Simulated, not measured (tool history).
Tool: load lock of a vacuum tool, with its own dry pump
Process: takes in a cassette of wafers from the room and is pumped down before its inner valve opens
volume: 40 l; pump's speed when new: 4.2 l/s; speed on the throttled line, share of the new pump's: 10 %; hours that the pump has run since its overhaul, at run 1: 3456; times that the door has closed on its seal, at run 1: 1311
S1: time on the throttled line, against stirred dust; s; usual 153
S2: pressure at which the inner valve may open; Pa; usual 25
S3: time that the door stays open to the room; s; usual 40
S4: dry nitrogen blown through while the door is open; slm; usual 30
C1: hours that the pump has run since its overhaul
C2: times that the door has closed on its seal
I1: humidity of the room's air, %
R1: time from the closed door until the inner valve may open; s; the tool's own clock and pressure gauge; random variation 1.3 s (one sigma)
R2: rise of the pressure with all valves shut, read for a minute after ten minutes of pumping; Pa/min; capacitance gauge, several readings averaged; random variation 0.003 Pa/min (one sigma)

{"run": 1, "day": 0.0, "S1": 153, "S2": 25, "S3": 40, "S4": 30, "C1": 3456, "C2": 1311, "I1": 49.7, "R1": 223, "R2": 0.033}
{"run": 2, "day": 2.788, "S1": 153, "S2": 25, "S3": 40, "S4": 30, "C1": 3523, "C2": 1467, "I1": 44, "R1": 224.2, "R2": 0.031}
{"run": 3, "day": 4.717, "S1": 153, "S2": 23, "S3": 40, "S4": 30, "C1": 3569, "C2": 1575, "I1": 43.7, "R1": 225.3, "R2": 0.032}
{"run": 4, "day": 8.388, "S1": 153, "S2": 23, "S3": 40, "S4": 30, "C1": 3657, "C2": 1780, "I1": 47.9, "R1": 224.5, "R2": 0.037}
{"run": 5, "day": 11.042, "S1": 153, "S2": 25, "S3": 40, "S4": 30, "C1": 3721, "C2": 1928, "I1": 49, "R1": 224.1, "R2": 0.027}
{"run": 6, "day": 13.208, "S1": 111, "S2": 25, "S3": 40, "S4": 30, "C1": 3773, "C2": 2049, "I1": 44, "R1": 186.1, "R2": 0.037}
{"run": 7, "day": 16.25, "S1": 111, "S2": 25, "S3": 40, "S4": 30, "C1": 3846, "C2": 2219, "I1": 42.8, "R1": 188.7, "R2": 0.029}
{"run": 8, "day": 18.95, "S1": 153, "S2": 24, "S3": 40, "S4": 30, "C1": 3911, "C2": 2370, "I1": 46, "R1": 227.4, "R2": 0.039}
{"run": 9, "day": 20.8, "S1": 153, "S2": 25, "S3": 40, "S4": 30, "C1": 3955, "C2": 2473, "I1": 43.3, "R1": 224.5, "R2": 0.029}
{"run": 10, "day": 23.35, "S1": 153, "S2": 25, "S3": 40, "S4": 30, "C1": 4017, "C2": 2615, "I1": 42.2, "R1": 224.2, "R2": 0.032}
{"run": 11, "day": 25.675, "S1": 153, "S2": 25, "S3": 40, "S4": 30, "C1": 4072, "C2": 2745, "I1": 41.2, "R1": 224.8, "R2": 0.036}
{"run": 12, "day": 27.533, "S1": 153, "S2": 25, "S3": 40, "S4": 6, "C1": 4117, "C2": 2849, "I1": 46.8, "R1": 225, "R2": 0.054}
{"run": 13, "day": 30.692, "S1": 79, "S2": 25, "S3": 108, "S4": 13, "C1": 4193, "C2": 3025, "I1": 43.6, "R1": 160, "R2": 0.068}
{"run": 14, "day": 32.712, "S1": 79, "S2": 25, "S3": 108, "S4": 10, "C1": 4241, "C2": 3138, "I1": 45.1, "R1": 158, "R2": 0.071}
{"run": 15, "day": 36.908, "S1": 203, "S2": 25, "S3": 40, "S4": 11, "C1": 4342, "C2": 3373, "I1": 47.1, "R1": 268.7, "R2": 0.048}
{"run": 16, "day": 39.1, "S1": 127, "S2": 50, "S3": 185, "S4": 33, "C1": 4395, "C2": 3495, "I1": 48.5, "R1": 193.1, "R2": 0.064}
{"run": 17, "day": 41.996, "S1": 192, "S2": 39, "S3": 90, "S4": 10, "C1": 4464, "C2": 3657, "I1": 46.5, "R1": 256.1, "R2": 0.073}
{"run": 18, "day": 46.021, "S1": 90, "S2": 23, "S3": 40, "S4": 15, "C1": 4561, "C2": 3881, "I1": 44.3, "R1": 170.5, "R2": 0.043}
{"run": 19, "day": 50.088, "S1": 90, "S2": 23, "S3": 40, "S4": 15, "C1": 4658, "C2": 4109, "I1": 45.6, "R1": 170.9, "R2": 0.05}
{"run": 20, "day": 52.725, "S1": 90, "S2": 23, "S3": 230, "S4": 15, "C1": 4721, "C2": 4256, "I1": 47.7, "R1": 170, "R2": 0.1}
{"run": 21, "day": 56.392, "S1": 153, "S2": 25, "S3": 55, "S4": 10, "C1": 4810, "C2": 4461, "I1": 45.3, "R1": 227.3, "R2": 0.053}
{"run": 22, "day": 60.329, "S1": 153, "S2": 25, "S3": 55, "S4": 10, "C1": 4904, "C2": 4681, "I1": 41.7, "R1": 227.5, "R2": 0.054}
{"run": 23, "day": 63.538, "S1": 170, "S2": 25, "S3": 57, "S4": 10, "C1": 4981, "C2": 4860, "I1": 45.6, "R1": 243.5, "R2": 0.059}

5 ways to go on from here, each from the tool as it stands after run 23. What would each give?
{"run": "A", "day": 66.488, "S1": 118, "S2": 25, "S3": 57, "S4": 10, "C1": 5052, "C2": 5025, "I1": 43.8, "R1": "?", "R2": "?"}
{"run": "B", "day": 66.488, "S1": 170, "S2": 33, "S3": 50, "S4": 44, "C1": 5052, "C2": 5025, "I1": 45.6, "R1": "?", "R2": "?"}
{"run": "C", "day": 66.488, "S1": 189, "S2": 25, "S3": 159, "S4": 30, "C1": 5052, "C2": 5025, "I1": 44.4, "R1": "?", "R2": "?"}
{"run": "D", "day": 66.488, "S1": 170, "S2": 25, "S3": 57, "S4": 24, "C1": 5052, "C2": 5025, "I1": 42.8, "R1": "?", "R2": "?"}
{"run": "E", "day": 66.488, "S1": 170, "S2": 25, "S3": 206, "S4": 5, "C1": 5052, "C2": 5025, "I1": 44.9, "R1": "?", "R2": "?"}

run=A R1=196 R2=0.06
run=B R1=236.4 R2=0.046
run=C R1=257.8 R2=0.065
run=D R1=241.7 R2=0.047
run=E R1=241.2 R2=0.105
Without the tool's hidden state the same runs would have given:
run=A R1=186.3 R2=0.045
run=B R1=227.7 R2=0.031
run=C R1=249.1 R2=0.05
run=D R1=232.8 R2=0.032
run=E R1=232.3 R2=0.09

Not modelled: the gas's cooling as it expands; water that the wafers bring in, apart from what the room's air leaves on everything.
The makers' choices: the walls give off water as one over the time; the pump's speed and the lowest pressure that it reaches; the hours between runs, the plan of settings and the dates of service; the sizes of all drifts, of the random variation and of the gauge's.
